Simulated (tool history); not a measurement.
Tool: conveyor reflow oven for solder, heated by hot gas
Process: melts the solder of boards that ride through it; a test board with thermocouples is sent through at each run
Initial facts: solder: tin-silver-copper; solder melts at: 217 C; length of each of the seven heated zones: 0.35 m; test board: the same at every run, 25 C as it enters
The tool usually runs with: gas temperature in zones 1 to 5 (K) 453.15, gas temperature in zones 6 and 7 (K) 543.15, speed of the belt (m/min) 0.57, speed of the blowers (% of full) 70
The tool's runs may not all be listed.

| run | hour | gas temperature in zones 1 to 5 (K) | gas temperature in zones 6 and 7 (K) | speed of the belt (m/min) | speed of the blowers (% of full) | highest temperature of the board (K) | time above the solder's melting point (s) |
|---|---|---|---|---|---|---|---|
| 1 | 0 | 453.15 | 543.15 | 0.57 | 70 | 522.85 | 54.2 |
| 2 | 66.3 | 453.15 | 543.15 | 0.57 | 62 | 520.05 | 51.8 |
| 3 | 96.6 | 453.15 | 543.15 | 0.57 | 62 | 519.65 | 51.7 |
| 4 | 132.1 | 453.15 | 543.15 | 0.57 | 62 | 520.05 | 51.5 |
| 5 | 183.7 | 453.15 | 543.15 | 0.567 | 70 | 522.35 | 54.3 |
| 6 | 235.2 | 453.15 | 543.15 | 0.57 | 70 | 522.25 | 53.6 |
|  | 305.7 | flux residue cleaned out of gas plates and filters |
| 7 | 310.9 | 453.15 | 543.15 | 0.57 | 70 | 522.45 | 54.7 |
| 8 | 378.9 | 453.15 | 543.15 | 0.57 | 70 | 522.85 | 54.5 |
| 9 | 410.4 | 453.15 | 543.15 | 0.57 | 70 | 523.05 | 54.5 |
| 10 | 450.7 | 453.15 | 543.15 | 0.57 | 70 | 522.25 | 54.2 |
| 11 | 517.6 | 450.15 | 543.15 | 0.57 | 70 | 521.85 | 52.2 |
| 12 | 588.7 | 450.15 | 543.15 | 0.57 | 70 | 521.35 | 52.4 |
| 13 | 640.5 | 450.15 | 543.15 | 0.57 | 70 | 521.35 | 52 |
| 14 | 698.4 | 453.15 | 543.15 | 0.57 | 70 | 521.65 | 53.5 |
|  | 734.2 | flux residue cleaned out of gas plates and filters |
| 15 | 777 | 453.15 | 543.15 | 0.57 | 70 | 522.15 | 54.4 |
| 16 | 832.7 | 439.15 | 534.15 | 0.509 | 74 | 516.75 | 51.5 |
| 17 | 874.6 | 439.15 | 534.15 | 0.509 | 62 | 513.45 | 46.9 |
| 18 | 930.9 | 452.15 | 543.15 | 0.473 | 70 | 527.95 | 71.6 |
| 19 | 997.7 | 453.15 | 545.15 | 0.57 | 63 | 521.85 | 53.1 |
| 20 | 1065.1 | 453.15 | 545.15 | 0.57 | 63 | 521.75 | 52.7 |
|  | 1072.3 | belt drive overhauled, speed set with a stopwatch |
| 21 | 1109.3 | 455.15 | 545.15 | 0.53 | 63 | 524.75 | 61.3 |
|  | 1165.1 | flux residue cleaned out of gas plates and filters |
| 22 | 1165.1 | 455.15 | 545.15 | 0.53 | 63 | 525.65 | 62.3 |
|  | 1205.6 | thermocouples of zones 6 and 7 changed |
| 23 | 1209.8 | 455.15 | 547.15 | 0.574 | 62 | 524.65 | 55.9 |
| 24 | 1239.8 | 447.15 | 538.15 | 0.583 | 72 | 517.65 | 47.3 |
| 25 | 1274.2 | 451.15 | 542.15 | 0.57 | 51 | 515.95 | 45.7 |
| 26 | 1325.7 | 451.15 | 542.15 | 0.57 | 51 | 515.75 | 45.8 |
| 27 | 1394 | 451.15 | 542.15 | 0.57 | 51 | 515.65 | 45.6 |
| 28 | 1450.8 | 462.15 | 543.15 | 0.57 | 54 | 520.25 | 55.2 |
|  | 1493.7 | belt drive overhauled, speed set with a stopwatch, once more |
| 29 | 1504.1 | 453.15 | 534.15 | 0.57 | 70 | 514.75 | 46.9 |
| 30 | 1534.1 | 465.15 | 534.15 | 0.57 | 71 | 517.65 | 55 |

Predict each of these 3 candidate next runs independently; none follows another, all start after run 30:
| A | 1587.2 | 465.15 | 534.15 | 0.57 | 63 | ? | ? |
| B | 1587.2 | 446.15 | 548.15 | 0.528 | 71 | ? | ? |
| C | 1587.2 | 453.15 | 543.15 | 0.467 | 70 | ? | ? |

| run | highest temperature of the board (K) | time above the solder's melting point (s) |
|---|---|---|
| A | 515.65 | 52.9 |
| B | 527.85 | 59.9 |
| C | 528.05 | 72.8 |
With the hidden condition removed and each run's random variation left untouched, the same runs would have given:
| run | highest temperature of the board (K) | time above the solder's melting point (s) |
|---|---|---|
| A | 516.65 | 54.3 |
| B | 529.15 | 61.1 |
| C | 529.15 | 73.8 |
